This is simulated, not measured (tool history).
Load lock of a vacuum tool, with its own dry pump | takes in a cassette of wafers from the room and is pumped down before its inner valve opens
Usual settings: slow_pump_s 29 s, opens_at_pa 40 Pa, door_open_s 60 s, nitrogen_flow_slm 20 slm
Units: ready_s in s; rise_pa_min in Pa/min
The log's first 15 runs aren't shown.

run,hour,slow_pump_s,opens_at_pa,door_open_s,nitrogen_flow_slm,"incoming humidity of the room's air, %",ready_s,rise_pa_min
16,4167.8,36,42,166,25,41.9,45.48,0.295
17,4398,29,47,60,22,49.1,38.86,0.291
18,4649.8,17,45,139,7,44.2,28.21,0.362
19,4963.6,17,45,139,7,44,28.29,0.37
20,5159.3,17,31,50,40,45.5,28.83,0.31
21,5529,28,36,26,39,45,38.64,0.317
22,5719.9,25,63,60,5,46.7,34.94,0.374
23,5911.9,29,47,60,20,46.4,39.03,0.349
24,6197.8,22,37,26,12,45.2,33.11,0.351
25,6587.4,34,28,78,26,44.7,44.46,0.362
26,6825.9,34,28,78,26,46.4,44.32,0.378
27,7004.7,17,62,60,20,47.3,27.73,0.379
# hour 7071: door's seal changed, seat wiped
28,7418.2,17,62,60,20,46.5,27.79,0.044
29,7600.1,17,62,60,20,42.3,27.8,0.049
30,8003.4,17,62,60,20,46.5,27.73,0.052

4 ways to go on from here, each from the tool as it stands after run 30. What would each give?
A,8260.7,17,33,142,20,48.8,?,?
B,8260.7,27,62,41,20,40.3,?,?
C,8260.7,17,61,60,20,44.7,?,?
D,8260.7,17,31,195,20,46.1,?,?

run,ready_s,rise_pa_min
A,28.95,0.076
B,36.84,0.035
C,27.97,0.052
D,29.12,0.081
Without the tool's hidden state the same runs would have given:
run,ready_s,rise_pa_min
A,28.64,0.065
B,36.58,0.024
C,27.68,0.041
D,28.81,0.07
